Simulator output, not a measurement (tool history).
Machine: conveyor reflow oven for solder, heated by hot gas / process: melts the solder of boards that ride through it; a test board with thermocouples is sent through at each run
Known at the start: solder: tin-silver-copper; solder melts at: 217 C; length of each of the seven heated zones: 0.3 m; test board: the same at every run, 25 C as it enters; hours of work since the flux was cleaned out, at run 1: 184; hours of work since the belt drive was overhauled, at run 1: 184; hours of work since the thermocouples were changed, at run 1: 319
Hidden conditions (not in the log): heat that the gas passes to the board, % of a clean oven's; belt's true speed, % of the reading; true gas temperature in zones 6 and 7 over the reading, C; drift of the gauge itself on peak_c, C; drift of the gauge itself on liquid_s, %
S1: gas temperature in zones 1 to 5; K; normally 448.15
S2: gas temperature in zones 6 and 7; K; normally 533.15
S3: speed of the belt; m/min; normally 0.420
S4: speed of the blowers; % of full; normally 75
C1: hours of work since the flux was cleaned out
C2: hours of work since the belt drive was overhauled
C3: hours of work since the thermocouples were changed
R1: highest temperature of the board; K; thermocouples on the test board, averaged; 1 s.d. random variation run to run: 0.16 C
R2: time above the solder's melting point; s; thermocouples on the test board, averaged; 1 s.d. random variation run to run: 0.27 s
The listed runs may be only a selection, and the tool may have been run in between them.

Run 1, hour 0.0: usual settings; C1 184; C2 184; C3 319. Result: R1 522.95 K, R2 64.5 s.
Run 2, hour 9.1: usual settings; C1 189; C2 189; C3 324. Result: R1 523.65 K, R2 64.7 s.
Run 3, hour 18.1: usual settings; C1 195; C2 195; C3 329. Result: R1 522.95 K, R2 64.6 s.
Run 4, hour 34.1: usual settings; C1 204; C2 204; C3 339. Result: R1 523.25 K, R2 64.7 s.
Run 5, hour 45.0: usual settings; C1 210; C2 210; C3 345. Result: R1 523.15 K, R2 64.7 s.
Run 6, hour 58.7: usual settings but S2 538.15 K; C1 218; C2 218; C3 353. Result: R1 527.45 K, R2 68.3 s.
Run 7, hour 73.6: usual settings but S2 538.15 K; C1 227; C2 227; C3 362. Result: R1 527.45 K, R2 67.6 s.
Run 8, hour 84.8: usual settings but S1 445.15 K, S2 536.15 K, S4 66 % of full; C1 233; C2 233; C3 368. Result: R1 522.95 K, R2 62.7 s.
Run 9, hour 100.6: usual settings but S2 547.15 K, S3 0.483 m/min, S4 72 % of full; C1 243; C2 243; C3 378. Result: R1 530.55 K, R2 59.1 s.
At hour 106.1: belt drive overhauled, speed set with a stopwatch.
Run 10, hour 113.2: usual settings but S1 441.15 K, S2 525.15 K, S3 0.350 m/min, S4 71 % of full; C1 248; C2 4; C3 383. Result: R1 518.05 K, R2 72.0 s.
Run 11, hour 127.6: usual settings but S1 441.15 K, S2 525.15 K, S3 0.350 m/min, S4 71 % of full; C1 256; C2 13; C3 391. Result: R1 518.25 K, R2 71.4 s.
Run 12, hour 137.9: usual settings but S1 458.15 K, S2 527.15 K, S4 58 % of full; C1 262; C2 19; C3 397. Result: R1 515.35 K, R2 60.8 s.
Run 13, hour 149.6: usual settings but S1 457.15 K, S2 546.15 K, S3 0.399 m/min, S4 58 % of full; C1 269; C2 25; C3 404. Result: R1 532.95 K, R2 77.9 s.
Run 14, hour 162.4: usual settings but S1 457.15 K, S2 546.15 K, S3 0.399 m/min, S4 58 % of full; C1 276; C2 33; C3 411. Result: R1 533.05 K, R2 78.5 s.

5 ways to go on from here, each from the tool as it stands after run 14. What would each give?
Run A, hour 177.1: usual settings but S2 534.15 K; C1 285; C2 41; C3 420. Result: R1 ?, R2 ?.
Run B, hour 177.1: usual settings but S1 457.15 K, S2 546.15 K, S3 0.392 m/min, S4 72 % of full; C1 285; C2 41; C3 420. Result: R1 ?, R2 ?.
Run C, hour 177.1: usual settings but S1 457.15 K, S2 546.15 K, S3 0.399 m/min, S4 60 % of full; C1 285; C2 41; C3 420. Result: R1 ?, R2 ?.
Run D, hour 177.1: usual settings but S1 440.15 K, S2 537.15 K, S3 0.399 m/min, S4 66 % of full; C1 285; C2 41; C3 420. Result: R1 ?, R2 ?.
Run E, hour 177.1: usual settings but S4 63 % of full; C1 285; C2 41; C3 420. Result: R1 ?, R2 ?.

run      R1    R2
  A  524.05  66.0
  B  537.35  82.6
  C  533.35  78.4
  D  524.65  65.9
  E  519.95  61.0
Without the tool's hidden state the same runs would have given:
run      R1    R2
  A  523.65  65.3
  B  536.85  81.6
  C  532.85  77.4
  D  524.15  65.1
  E  519.45  60.2
